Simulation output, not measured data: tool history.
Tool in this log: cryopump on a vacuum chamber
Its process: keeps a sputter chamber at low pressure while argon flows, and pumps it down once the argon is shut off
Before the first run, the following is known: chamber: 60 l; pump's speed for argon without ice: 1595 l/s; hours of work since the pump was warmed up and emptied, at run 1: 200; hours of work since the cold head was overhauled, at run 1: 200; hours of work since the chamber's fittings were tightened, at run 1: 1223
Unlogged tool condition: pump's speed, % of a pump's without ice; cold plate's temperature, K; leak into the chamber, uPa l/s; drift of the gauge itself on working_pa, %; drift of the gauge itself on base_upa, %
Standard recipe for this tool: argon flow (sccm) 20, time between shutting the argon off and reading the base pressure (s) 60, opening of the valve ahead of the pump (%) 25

run,hour,argon flow (sccm),time between shutting the argon off and reading the base pressure (s),opening of the valve ahead of the pump (%),hours of work since the pump was warmed up and emptied,hours of work since the cold head was overhauled,hours of work since the chamber's fittings were tightened,pressure while argon flows (Pa),pressure after the wait (uPa)
1,0.0,20,60,25,200,200,1223,0.0862,1.60
2,65.5,20,60,25,247,247,1271,0.0872,1.64
3,123.4,20,60,25,289,289,1313,0.0876,1.69
4,179.0,20,60,25,330,330,1353,0.0890,1.62
5,213.1,20,60,25,354,354,1378,0.0882,1.66
6,243.5,20,60,25,377,377,1400,0.0891,1.70
7,305.4,20,60,25,421,421,1445,0.0895,1.70
8,350.4,20,60,25,454,454,1478,0.0894,1.69
9,402.4,20,60,25,492,492,1515,0.0902,1.66
10,453.2,20,23,25,529,529,1552,0.0905,3.74
11,507.4,20,23,25,568,568,1592,0.0922,3.72
12,560.1,20,60,25,606,606,1630,0.0922,1.73
13,618.9,20,60,25,649,649,1672,0.0928,1.76
# hour 660.3: pump warmed up, emptied and cooled again
14,692.6,20,60,25,23,699,1722,0.0851,1.67
15,743.6,36,60,25,60,736,1759,0.1546,1.65
16,792.3,20,60,25,96,771,1795,0.0860,1.66
17,836.9,20,60,37,128,803,1827,0.0595,1.67
18,876.0,20,28,25,156,832,1855,0.0866,3.10
19,942.2,13,28,28,205,880,1903,0.0502,3.14
20,987.6,20,33,23,237,913,1936,0.0945,2.80
21,1015.8,29,33,23,258,933,1957,0.1377,2.75
22,1084.3,17,173,18,308,983,2006,0.1031,0.95
23,1152.9,10,221,36,357,1033,2056,0.0318,0.85
24,1204.9,20,207,20,395,1070,2094,0.1092,0.86
25,1242.4,20,207,20,422,1098,2121,0.1107,0.93
26,1307.1,34,60,43,469,1145,2168,0.0921,1.84
27,1351.3,20,21,25,501,1177,2200,0.0903,4.14
28,1395.6,20,99,25,533,1209,2232,0.0913,1.36
29,1452.1,20,180,25,574,1250,2273,0.0910,1.04
30,1503.9,20,210,41,612,1287,2311,0.0595,1.01
31,1553.2,20,29,29,648,1323,2347,0.0808,3.23
32,1585.9,20,29,29,671,1347,2370,0.0811,3.33
# hour 1594.4: pump warmed up, emptied and cooled again
33,1631.2,20,29,29,27,1376,2400,0.0738,3.09

Predict each of these 3 candidate next runs independently; none follows another, all start after run 33:
A,1687.9,25,39,25,68,1417,2441,?,?
B,1687.9,12,43,41,68,1417,2441,?,?
C,1687.9,20,60,39,68,1417,2441,?,?

run,pressure while argon flows (Pa),pressure after the wait (uPa)
A,0.1072,2.45
B,0.0316,2.26
C,0.0560,1.71
The same runs, with their run-to-run variation unchanged, on a tool lacking any hidden condition would have given:
run,pressure while argon flows (Pa),pressure after the wait (uPa)
A,0.1058,2.12
B,0.0309,1.93
C,0.0549,1.39
